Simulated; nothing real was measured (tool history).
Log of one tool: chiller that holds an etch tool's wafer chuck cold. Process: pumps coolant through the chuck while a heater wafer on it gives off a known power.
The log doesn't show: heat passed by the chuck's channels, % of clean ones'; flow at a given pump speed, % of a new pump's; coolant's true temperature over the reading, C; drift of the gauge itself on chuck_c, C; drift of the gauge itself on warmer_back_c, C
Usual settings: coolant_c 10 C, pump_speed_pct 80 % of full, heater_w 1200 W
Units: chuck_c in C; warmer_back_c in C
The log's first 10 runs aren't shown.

run,hour,coolant_c,pump_speed_pct,heater_w,hours since the coolant was changed and the channels were flushed,hours since the pump was overhauled,hours since the chiller's thermometer was calibrated,chuck_c,warmer_back_c
11,520.5,10,80,1200,2362,1976,2169,20.8,3.71
12,563.1,10,87,1200,2404,2019,2211,20.1,3.43
13,621.2,10,87,1200,2462,2077,2270,20.0,3.53
14,682.6,10,80,1200,2524,2138,2331,20.7,3.74
15,749.1,10,80,1200,2590,2205,2397,20.8,3.72
# hour 764.8: chiller's thermometer calibrated
16,813.7,10,80,1200,2654,2268,49,20.5,3.79
17,855.7,19,92,867,2696,2310,91,25.9,2.45
18,914.3,10,80,861,2755,2369,150,17.6,2.72
19,978.5,11,93,607,2819,2433,214,15.9,1.67
20,1020.3,11,93,607,2861,2475,255,15.7,1.68
21,1057.7,10,93,607,2898,2512,293,15.0,1.64
22,1097.1,18,97,888,2937,2552,332,24.9,2.42
23,1169.3,10,87,972,3010,2624,404,18.3,2.85
24,1219.9,7,73,1298,3060,2674,455,19.7,4.56
25,1255.6,15,73,613,3096,2710,491,21.1,2.19
26,1297.6,15,73,613,3138,2752,533,21.0,2.15
27,1351.6,15,85,1347,3192,2806,587,26.7,4.05
28,1400.4,7,61,1476,3241,2855,636,23.6,6.21
29,1429.4,15,80,1200,3270,2884,665,26.2,3.82
30,1485.5,9,87,662,3326,2940,721,14.7,1.96
31,1548.7,10,77,1200,3389,3003,784,21.3,3.98

Forecast each of these 3 alternatives for the next run:
A,1604.4,3,77,1200,3445,3059,840,?,?
B,1604.4,12,80,1200,3445,3059,840,?,?
C,1604.4,5,80,667,3445,3059,840,?,?

run,chuck_c,warmer_back_c
A,14.4,4.00
B,23.4,3.89
C,11.5,2.16
Without the tool's hidden state the same runs would have given:
run,chuck_c,warmer_back_c
A,12.1,3.68
B,21.1,3.57
C,10.2,1.99
